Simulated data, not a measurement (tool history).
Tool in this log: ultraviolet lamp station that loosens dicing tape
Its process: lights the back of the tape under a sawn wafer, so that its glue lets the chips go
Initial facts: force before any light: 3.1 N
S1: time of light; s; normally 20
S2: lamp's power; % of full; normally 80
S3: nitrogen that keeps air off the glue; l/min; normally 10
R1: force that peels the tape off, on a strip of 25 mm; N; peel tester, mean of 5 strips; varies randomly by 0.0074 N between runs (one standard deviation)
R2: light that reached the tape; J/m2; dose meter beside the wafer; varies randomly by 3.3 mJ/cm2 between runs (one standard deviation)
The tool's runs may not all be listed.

run 1 hour=0 | S1=20 S2=80 S3=10 | R1=0.324 R2=4580
run 2 hour=37.2 | S1=20 S2=61 S3=10 | R1=0.495 R2=3430
run 3 hour=72.5 | S1=20 S2=61 S3=10 | R1=0.503 R2=3470
run 4 hour=115.3 | S1=20 S2=61 S3=10 | R1=0.523 R2=3400
run 5 hour=165.6 | S1=20 S2=80 S3=10 | R1=0.364 R2=4370
run 6 hour=204.7 | S1=20 S2=80 S3=10 | R1=0.376 R2=4380
run 7 hour=232.1 | S1=20 S2=80 S3=10 | R1=0.36 R2=4360
run 8 hour=280.4 | S1=20 S2=80 S3=10 | R1=0.364 R2=4280
run 9 hour=334.3 | S1=11 S2=80 S3=10 | R1=0.837 R2=2350
run 10 hour=372 | S1=11 S2=80 S3=10 | R1=0.826 R2=2290
-- hour=406.2 window cleaned of glue's vapour
run 11 hour=410.2 | S1=11 S2=80 S3=10 | R1=0.915 R2=2180
run 12 hour=458 | S1=11 S2=80 S3=10 | R1=0.924 R2=2090
run 13 hour=512.3 | S1=20 S2=99 S3=6 | R1=0.421 R2=4700
-- hour=548.5 window cleaned of glue's vapour, once more
run 14 hour=565.9 | S1=21 S2=62 S3=16 | R1=0.369 R2=3670
run 15 hour=606.3 | S1=20 S2=95 S3=12 | R1=0.26 R2=5360
run 16 hour=641.3 | S1=31 S2=80 S3=3 | R1=0.364 R2=6900
run 17 hour=690.7 | S1=31 S2=80 S3=3 | R1=0.373 R2=6760
run 18 hour=735.9 | S1=31 S2=85 S3=3 | R1=0.361 R2=7090
run 19 hour=791.1 | S1=17 S2=95 S3=3 | R1=0.705 R2=4300
run 20 hour=828.2 | S1=20 S2=89 S3=10 | R1=0.314 R2=4700
run 21 hour=883.9 | S1=29 S2=80 S3=10 | R1=0.235 R2=5970
run 22 hour=925.5 | S1=39 S2=80 S3=10 | R1=0.195 R2=8070
run 23 hour=955.1 | S1=29 S2=65 S3=6 | R1=0.404 R2=4860

Hidden state or all else? Some run-to-run changes of R1, split into what the settings, what came in and random variation would give without the hidden state, and what is left for the hidden state (with any gauge scatter that isn't in both results):
The hidden state here: lamp's light, % of a new lamp's; light that the window lets through, % of a clean one's; drift of the gauge itself on peel_n, %; drift of the gauge itself on dose_mj_cm2, %.
Run 8 -> 9: S1 20 -> 11. R1 +0.473 N: hidden state +0.12, all else +0.353.
Run 12 -> 13: S1 11 -> 20, S2 80 -> 99, S3 10 -> 6. R1 -0.503 N: hidden state -0.145, all else -0.358.

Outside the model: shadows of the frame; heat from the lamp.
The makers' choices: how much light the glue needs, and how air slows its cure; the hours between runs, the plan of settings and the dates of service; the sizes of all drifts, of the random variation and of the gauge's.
